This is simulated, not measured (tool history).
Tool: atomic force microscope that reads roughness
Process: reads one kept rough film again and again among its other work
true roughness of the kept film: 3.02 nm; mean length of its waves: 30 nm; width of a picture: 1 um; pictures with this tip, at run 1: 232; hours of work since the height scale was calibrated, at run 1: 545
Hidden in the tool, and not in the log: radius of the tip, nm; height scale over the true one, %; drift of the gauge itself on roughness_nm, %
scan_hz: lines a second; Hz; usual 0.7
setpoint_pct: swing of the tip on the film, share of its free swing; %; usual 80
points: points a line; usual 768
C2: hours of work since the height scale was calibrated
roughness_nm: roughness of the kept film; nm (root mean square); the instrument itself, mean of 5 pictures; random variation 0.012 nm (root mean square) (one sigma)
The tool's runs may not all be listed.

run 1 hour=0 | scan_hz=0.7 setpoint_pct=80 points=768 | pictures_with_this_tip=232 C2=545 | roughness_nm=2.716
run 2 hour=17.6 | scan_hz=0.7 setpoint_pct=80 points=264 | pictures_with_this_tip=250 C2=556 | roughness_nm=2.672
run 3 hour=38.8 | scan_hz=0.7 setpoint_pct=80 points=451 | pictures_with_this_tip=272 C2=570 | roughness_nm=2.721
run 4 hour=58.7 | scan_hz=0.7 setpoint_pct=56 points=768 | pictures_with_this_tip=292 C2=582 | roughness_nm=2.787
-- hour=95.4 new tip fitted
run 5 hour=95.4 | scan_hz=0.7 setpoint_pct=56 points=768 | pictures_with_this_tip=0 C2=606 | roughness_nm=2.809
run 6 hour=126.3 | scan_hz=0.878 setpoint_pct=80 points=768 | pictures_with_this_tip=31 C2=626 | roughness_nm=2.7
run 7 hour=153.8 | scan_hz=0.7 setpoint_pct=75 points=768 | pictures_with_this_tip=59 C2=643 | roughness_nm=2.746
run 8 hour=173.8 | scan_hz=0.7 setpoint_pct=80 points=768 | pictures_with_this_tip=79 C2=656 | roughness_nm=2.711
run 9 hour=212.7 | scan_hz=0.7 setpoint_pct=80 points=768 | pictures_with_this_tip=118 C2=681 | roughness_nm=2.718
run 10 hour=241.5 | scan_hz=1.616 setpoint_pct=80 points=768 | pictures_with_this_tip=147 C2=700 | roughness_nm=2.594
run 11 hour=262.4 | scan_hz=1.616 setpoint_pct=80 points=768 | pictures_with_this_tip=169 C2=714 | roughness_nm=2.597
run 12 hour=281.9 | scan_hz=0.7 setpoint_pct=80 points=768 | pictures_with_this_tip=188 C2=726 | roughness_nm=2.724
run 13 hour=319.8 | scan_hz=0.7 setpoint_pct=80 points=768 | pictures_with_this_tip=227 C2=751 | roughness_nm=2.726
run 14 hour=354.7 | scan_hz=1.118 setpoint_pct=80 points=768 | pictures_with_this_tip=262 C2=773 | roughness_nm=2.681
run 15 hour=385.9 | scan_hz=0.68 setpoint_pct=80 points=768 | pictures_with_this_tip=294 C2=793 | roughness_nm=2.713
-- hour=423.4 new tip fitted
run 16 hour=423.4 | scan_hz=0.7 setpoint_pct=80 points=524 | pictures_with_this_tip=0 C2=817 | roughness_nm=2.732
run 17 hour=460.2 | scan_hz=2.008 setpoint_pct=80 points=524 | pictures_with_this_tip=37 C2=841 | roughness_nm=2.559
run 18 hour=500.3 | scan_hz=2.008 setpoint_pct=80 points=524 | pictures_with_this_tip=78 C2=867 | roughness_nm=2.553
run 19 hour=540.4 | scan_hz=1.442 setpoint_pct=80 points=524 | pictures_with_this_tip=119 C2=892 | roughness_nm=2.612
run 20 hour=573.7 | scan_hz=1.442 setpoint_pct=80 points=524 | pictures_with_this_tip=152 C2=914 | roughness_nm=2.633
run 21 hour=604.6 | scan_hz=1.442 setpoint_pct=80 points=524 | pictures_with_this_tip=184 C2=934 | roughness_nm=2.631
run 22 hour=626.5 | scan_hz=3.666 setpoint_pct=80 points=524 | pictures_with_this_tip=206 C2=948 | roughness_nm=2.349
run 23 hour=646.6 | scan_hz=3.666 setpoint_pct=80 points=524 | pictures_with_this_tip=226 C2=961 | roughness_nm=2.367
run 24 hour=663.1 | scan_hz=3.666 setpoint_pct=80 points=524 | pictures_with_this_tip=243 C2=972 | roughness_nm=2.353
run 25 hour=692.8 | scan_hz=3.201 setpoint_pct=80 points=768 | pictures_with_this_tip=273 C2=991 | roughness_nm=2.405
run 26 hour=727.3 | scan_hz=3.201 setpoint_pct=80 points=873 | pictures_with_this_tip=308 C2=1013 | roughness_nm=2.396
-- hour=750.8 new tip fitted
run 27 hour=757.2 | scan_hz=3.697 setpoint_pct=80 points=271 | pictures_with_this_tip=7 C2=1032 | roughness_nm=2.342
run 28 hour=786.6 | scan_hz=3.697 setpoint_pct=80 points=271 | pictures_with_this_tip=36 C2=1051 | roughness_nm=2.336
run 29 hour=806.8 | scan_hz=2 setpoint_pct=80 points=603 | pictures_with_this_tip=57 C2=1064 | roughness_nm=2.54
run 30 hour=824.5 | scan_hz=2 setpoint_pct=87 points=282 | pictures_with_this_tip=75 C2=1075 | roughness_nm=2.438
run 31 hour=859.1 | scan_hz=3.089 setpoint_pct=75 points=282 | pictures_with_this_tip=110 C2=1098 | roughness_nm=2.462
run 32 hour=891.7 | scan_hz=0.729 setpoint_pct=64 points=281 | pictures_with_this_tip=143 C2=1119 | roughness_nm=2.739
run 33 hour=924 | scan_hz=0.729 setpoint_pct=64 points=281 | pictures_with_this_tip=176 C2=1139 | roughness_nm=2.754
run 34 hour=960.1 | scan_hz=0.944 setpoint_pct=82 points=768 | pictures_with_this_tip=212 C2=1163 | roughness_nm=2.674
run 35 hour=983.5 | scan_hz=1.447 setpoint_pct=75 points=768 | pictures_with_this_tip=236 C2=1178 | roughness_nm=2.65
run 36 hour=1018.9 | scan_hz=3.45 setpoint_pct=75 points=800 | pictures_with_this_tip=272 C2=1201 | roughness_nm=2.481
run 37 hour=1035.4 | scan_hz=0.833 setpoint_pct=67 points=444 | pictures_with_this_tip=288 C2=1211 | roughness_nm=2.751
run 38 hour=1073.9 | scan_hz=0.7 setpoint_pct=75 points=768 | pictures_with_this_tip=327 C2=1236 | roughness_nm=2.728
-- hour=1077.1 new tip fitted
run 39 hour=1101.9 | scan_hz=0.7 setpoint_pct=66 points=382 | pictures_with_this_tip=25 C2=1254 | roughness_nm=2.75
run 40 hour=1140.6 | scan_hz=0.7 setpoint_pct=60 points=528 | pictures_with_this_tip=65 C2=1279 | roughness_nm=2.791
run 41 hour=1158 | scan_hz=3.309 setpoint_pct=69 points=481 | pictures_with_this_tip=82 C2=1290 | roughness_nm=2.563
run 42 hour=1197.6 | scan_hz=0.783 setpoint_pct=76 points=451 | pictures_with_this_tip=122 C2=1316 | roughness_nm=2.738
-- hour=1201.7 height scale calibrated on a step standard
run 43 hour=1225.5 | scan_hz=1.32 setpoint_pct=84 points=259 | pictures_with_this_tip=149 C2=15 | roughness_nm=2.564
run 44 hour=1261 | scan_hz=1.32 setpoint_pct=84 points=259 | pictures_with_this_tip=185 C2=38 | roughness_nm=2.567
run 45 hour=1285.3 | scan_hz=1.32 setpoint_pct=84 points=259 | pictures_with_this_tip=210 C2=54 | roughness_nm=2.559
run 46 hour=1311.3 | scan_hz=1.448 setpoint_pct=76 points=847 | pictures_with_this_tip=236 C2=71 | roughness_nm=2.643
run 47 hour=1350.8 | scan_hz=1.463 setpoint_pct=80 points=393 | pictures_with_this_tip=276 C2=96 | roughness_nm=2.592
run 48 hour=1376.8 | scan_hz=1.463 setpoint_pct=80 points=393 | pictures_with_this_tip=303 C2=113 | roughness_nm=2.602
run 49 hour=1398.2 | scan_hz=1.827 setpoint_pct=80 points=398 | pictures_with_this_tip=324 C2=127 | roughness_nm=2.568
-- hour=1404.3 new tip fitted
run 50 hour=1417.1 | scan_hz=0.7 setpoint_pct=60 points=478 | pictures_with_this_tip=13 C2=139 | roughness_nm=2.787
run 51 hour=1442.9 | scan_hz=0.7 setpoint_pct=60 points=478 | pictures_with_this_tip=39 C2=155 | roughness_nm=2.797
run 52 hour=1479.4 | scan_hz=0.7 setpoint_pct=60 points=426 | pictures_with_this_tip=76 C2=179 | roughness_nm=2.767

Hidden state or all else? Some run-to-run changes of roughness_nm, split into what the settings, what came in and random variation would give without the hidden state, and what is left for the hidden state (with any gauge scatter that isn't in both results):
Run 4 -> 5: new tip fitted. roughness_nm +0.022 nm (root mean square): hidden state +0.011, all else +0.011.
Run 15 -> 16: scan_hz 0.68 -> 0.7, points 768 -> 524, new tip fitted. roughness_nm +0.019 nm (root mean square): hidden state +0.011, all else +0.008.
Run 21 -> 22: scan_hz 1.442 -> 3.666. roughness_nm -0.282 nm (root mean square): hidden state +0, all else -0.282.
Run 31 -> 32: scan_hz 3.089 -> 0.729, setpoint_pct 75 -> 64, points 282 -> 281. roughness_nm +0.277 nm (root mean square): hidden state -0.002, all else +0.279.
Run 36 -> 37: scan_hz 3.45 -> 0.833, setpoint_pct 75 -> 67, points 800 -> 444. roughness_nm +0.27 nm (root mean square): hidden state -0.001, all else +0.271.
Run 38 -> 39: setpoint_pct 75 -> 66, points 768 -> 382, new tip fitted. roughness_nm +0.022 nm (root mean square): hidden state +0.011, all else +0.011.
